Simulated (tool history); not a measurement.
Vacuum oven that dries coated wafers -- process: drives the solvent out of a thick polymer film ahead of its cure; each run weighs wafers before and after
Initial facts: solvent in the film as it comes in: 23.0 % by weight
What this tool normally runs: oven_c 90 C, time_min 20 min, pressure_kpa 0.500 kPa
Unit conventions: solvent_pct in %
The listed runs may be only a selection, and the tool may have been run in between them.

Run 1, day 0.000: usual settings. Result: solvent_pct 2.60 %.
Run 2, day 1.046: usual settings. Result: solvent_pct 2.67 %.
Run 3, day 2.050: usual settings. Result: solvent_pct 2.69 %.
Run 4, day 3.133: usual settings but time_min 32 min. Result: solvent_pct 0.93 %.
Run 5, day 4.183: usual settings but oven_c 100 C. Result: solvent_pct 0.60 %.
Run 6, day 5.429: usual settings but oven_c 100 C. Result: solvent_pct 0.63 %.
Run 7, day 6.425: usual settings. Result: solvent_pct 2.75 %.
Run 8, day 7.021: usual settings but time_min 33 min, pressure_kpa 0.480 kPa. Result: solvent_pct 0.82 %.
Run 9, day 7.642: usual settings but oven_c 92 C, time_min 27 min, pressure_kpa 1.780 kPa. Result: solvent_pct 1.30 %.
Run 10, day 8.183: usual settings but pressure_kpa 1.525 kPa. Result: solvent_pct 2.91 %.
Run 11, day 9.421: usual settings but oven_c 85 C, time_min 24 min, pressure_kpa 1.230 kPa. Result: solvent_pct 3.66 %.
Run 12, day 10.388: usual settings but oven_c 95 C, pressure_kpa 1.455 kPa. Result: solvent_pct 1.70 %.
Run 13, day 11.225: usual settings but oven_c 104 C, time_min 15 min, pressure_kpa 1.980 kPa. Result: solvent_pct 0.97 %.
Run 14, day 11.958: usual settings but oven_c 97 C, time_min 26 min, pressure_kpa 0.446 kPa. Result: solvent_pct 0.51 %.

Predict each of these 5 candidate next runs independently; none follows another, all start after run 14:
Run A, day 13.204: usual settings but oven_c 102 C, time_min 26 min, pressure_kpa 0.313 kPa. Result: solvent_pct ?.
Run B, day 13.204: usual settings but oven_c 97 C, time_min 12 min, pressure_kpa 0.696 kPa. Result: solvent_pct ?.
Run C, day 13.204: usual settings but oven_c 95 C, time_min 26 min, pressure_kpa 0.446 kPa. Result: solvent_pct ?.
Run D, day 13.204: usual settings but time_min 27 min. Result: solvent_pct ?.
Run E, day 13.204: usual settings but oven_c 92 C. Result: solvent_pct ?.

run  solvent_pct
  A         0.17
  B         3.33
  C         0.75
  D         1.50
  E         2.24
What these runs would have given with no unlogged condition in the tool:
run  solvent_pct
  A         0.10
  B         2.92
  C         0.58
  D         1.21
  E         1.89

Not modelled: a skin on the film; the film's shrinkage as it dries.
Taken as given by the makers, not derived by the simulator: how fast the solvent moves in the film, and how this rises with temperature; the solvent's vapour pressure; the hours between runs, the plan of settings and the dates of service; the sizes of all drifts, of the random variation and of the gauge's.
